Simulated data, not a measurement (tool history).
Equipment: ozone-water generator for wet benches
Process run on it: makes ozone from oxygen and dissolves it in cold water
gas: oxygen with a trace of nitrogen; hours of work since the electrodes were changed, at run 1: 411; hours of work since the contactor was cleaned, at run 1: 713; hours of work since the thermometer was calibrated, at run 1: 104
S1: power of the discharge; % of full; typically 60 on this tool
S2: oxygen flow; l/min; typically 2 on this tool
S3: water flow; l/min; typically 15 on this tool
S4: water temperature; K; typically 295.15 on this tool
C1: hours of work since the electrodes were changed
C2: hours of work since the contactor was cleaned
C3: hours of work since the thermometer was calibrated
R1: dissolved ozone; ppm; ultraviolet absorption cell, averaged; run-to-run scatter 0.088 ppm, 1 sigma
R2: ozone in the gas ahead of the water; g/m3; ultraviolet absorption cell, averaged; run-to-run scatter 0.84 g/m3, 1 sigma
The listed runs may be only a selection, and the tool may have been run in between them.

Run 1, hour 0: usual settings; C1 411; C2 713; C3 104. Result: R1 11.86 ppm, R2 162 g/m3.
Run 2, hour 56.3: usual settings; C1 446; C2 749; C3 140. Result: R1 11.65 ppm, R2 161 g/m3.
Run 3, hour 123.3: usual settings; C1 488; C2 791; C3 182. Result: R1 11.82 ppm, R2 163.2 g/m3.
Run 4, hour 216.2: usual settings but S4 289.15 K; C1 546; C2 849; C3 240. Result: R1 12.51 ppm, R2 162.7 g/m3.
Run 5, hour 309.1: usual settings but S1 87 % of full, S4 289.15 K; C1 605; C2 907; C3 298. Result: R1 15.61 ppm, R2 203.2 g/m3.
Run 6, hour 387.9: usual settings but S3 23 l/min; C1 654; C2 957; C3 348. Result: R1 7.98 ppm, R2 164.4 g/m3.
Run 7, hour 438: usual settings but S3 23 l/min; C1 686; C2 988; C3 379. Result: R1 8.07 ppm, R2 164.4 g/m3.
Run 8, hour 534.7: usual settings; C1 746; C2 1049; C3 440. Result: R1 11.78 ppm, R2 163 g/m3.
Run 9, hour 624.9: usual settings but S1 90 % of full; C1 803; C2 1105; C3 496. Result: R1 14.98 ppm, R2 209.1 g/m3.
Run 10, hour 742.3: usual settings but S1 90 % of full; C1 876; C2 1179; C3 570. Result: R1 15.01 ppm, R2 209.6 g/m3.
Run 11, hour 830.3: usual settings but S1 43 % of full; C1 932; C2 1234; C3 625. Result: R1 9.6 ppm, R2 135.6 g/m3.
Run 12, hour 927.9: usual settings but S1 43 % of full; C1 993; C2 1295; C3 686. Result: R1 9.7 ppm, R2 135 g/m3.
Run 13, hour 1000.6: usual settings; C1 1038; C2 1341; C3 732. Result: R1 11.92 ppm, R2 164.3 g/m3.
Run 14, hour 1059.9: usual settings but S3 17 l/min; C1 1076; C2 1378; C3 769. Result: R1 10.6 ppm, R2 166.9 g/m3.
Run 15, hour 1122.4: usual settings but S3 16 l/min; C1 1115; C2 1417; C3 808. Result: R1 11.23 ppm, R2 167.6 g/m3.
Run 16, hour 1184.3: usual settings but S3 16 l/min; C1 1154; C2 1456; C3 847. Result: R1 11.1 ppm, R2 166.1 g/m3.
At hour 1280.2: gauge calibrated.
Run 17, hour 1281.1: usual settings but S1 82 % of full, S3 16 l/min; C1 1214; C2 1517; C3 908. Result: R1 13.41 ppm, R2 195.4 g/m3.
Run 18, hour 1353.2: usual settings but S1 90 % of full, S3 18 l/min, S4 302.15 K; C1 1260; C2 1562; C3 953. Result: R1 11.86 ppm, R2 205.5 g/m3.
Run 19, hour 1423.6: usual settings but S2 3.05 l/min; C1 1304; C2 1606; C3 997. Result: R1 12.26 ppm, R2 129.9 g/m3.
Run 20, hour 1506.5: usual settings but S1 61 % of full, S2 1.36 l/min, S3 13 l/min; C1 1356; C2 1658; C3 1049. Result: R1 12.69 ppm, R2 201.3 g/m3.
Run 21, hour 1568.7: usual settings but S1 61 % of full, S2 1.36 l/min, S3 13 l/min; C1 1395; C2 1697; C3 1088. Result: R1 12.46 ppm, R2 203.5 g/m3.
Run 22, hour 1684: usual settings but S1 89 % of full, S2 1.57 l/min, S3 13 l/min, S4 298.15 K; C1 1467; C2 1769; C3 1161. Result: R1 15.66 ppm, R2 238 g/m3.
Run 23, hour 1769.5: usual settings but S1 79 % of full, S2 1.57 l/min, S3 13 l/min, S4 294.15 K; C1 1521; C2 1823; C3 1214. Result: R1 15.4 ppm, R2 217.6 g/m3.
Run 24, hour 1850.5: usual settings but S1 88 % of full, S4 298.15 K; C1 1571; C2 1874; C3 1265. Result: R1 14.48 ppm, R2 206.2 g/m3.
Run 25, hour 1946.4: usual settings but S1 88 % of full, S4 298.15 K; C1 1632; C2 1934; C3 1325. Result: R1 14.42 ppm, R2 207 g/m3.
Run 26, hour 2044.7: usual settings but S1 88 % of full, S4 298.15 K; C1 1693; C2 1996; C3 1387. Result: R1 14.36 ppm, R2 206.8 g/m3.
Run 27, hour 2139.7: usual settings but S1 88 % of full, S2 1.24 l/min, S3 23 l/min, S4 290.15 K; C1 1753; C2 2055; C3 1446. Result: R1 9.13 ppm, R2 267.7 g/m3.
Run 28, hour 2259.1: usual settings but S1 88 % of full, S2 1.24 l/min, S3 23 l/min, S4 290.15 K; C1 1828; C2 2130; C3 1521. Result: R1 9.14 ppm, R2 268.8 g/m3.
Run 29, hour 2367.9: usual settings but S1 85 % of full, S2 1.42 l/min, S3 12 l/min, S4 297.15 K; C1 1896; C2 2198; C3 1589. Result: R1 16.41 ppm, R2 246.9 g/m3.
Run 30, hour 2450.6: usual settings but S1 85 % of full, S2 1.42 l/min, S3 12 l/min, S4 297.15 K; C1 1948; C2 2250; C3 1641. Result: R1 16.33 ppm, R2 245.7 g/m3.
Run 31, hour 2536.4: usual settings but S1 91 % of full, S2 2.84 l/min, S3 19 l/min, S4 291.15 K; C1 2002; C2 2304; C3 1695. Result: R1 13.43 ppm, R2 178 g/m3.
Run 32, hour 2635.8: usual settings but S1 65 % of full, S2 2.84 l/min, S3 19 l/min, S4 298.15 K; C1 2064; C2 2366; C3 1757. Result: R1 10.3 ppm, R2 144.5 g/m3.

Alternative continuations, all from the tool just after run 32; predict every row:
Run A, hour 2755.9: usual settings but S1 73 % of full, S2 1.72 l/min, S3 19 l/min, S4 288.15 K; C1 2139; C2 2442; C3 1833. Result: R1 ?, R2 ?.
Run B, hour 2755.9: usual settings but S2 2.76 l/min; C1 2139; C2 2442; C3 1833. Result: R1 ?, R2 ?.
Run C, hour 2755.9: usual settings but S2 2.75 l/min, S4 303.15 K; C1 2139; C2 2442; C3 1833. Result: R1 ?, R2 ?.

run     R1     R2
  A  10.97  204.9
  B  12.24  141.6
  C  10.98  141.1
Without the tool's unlogged condition, the same runs would have read:
run     R1     R2
  A  10.99  198.9
  B  12.27  137.5
  C  11.01    137
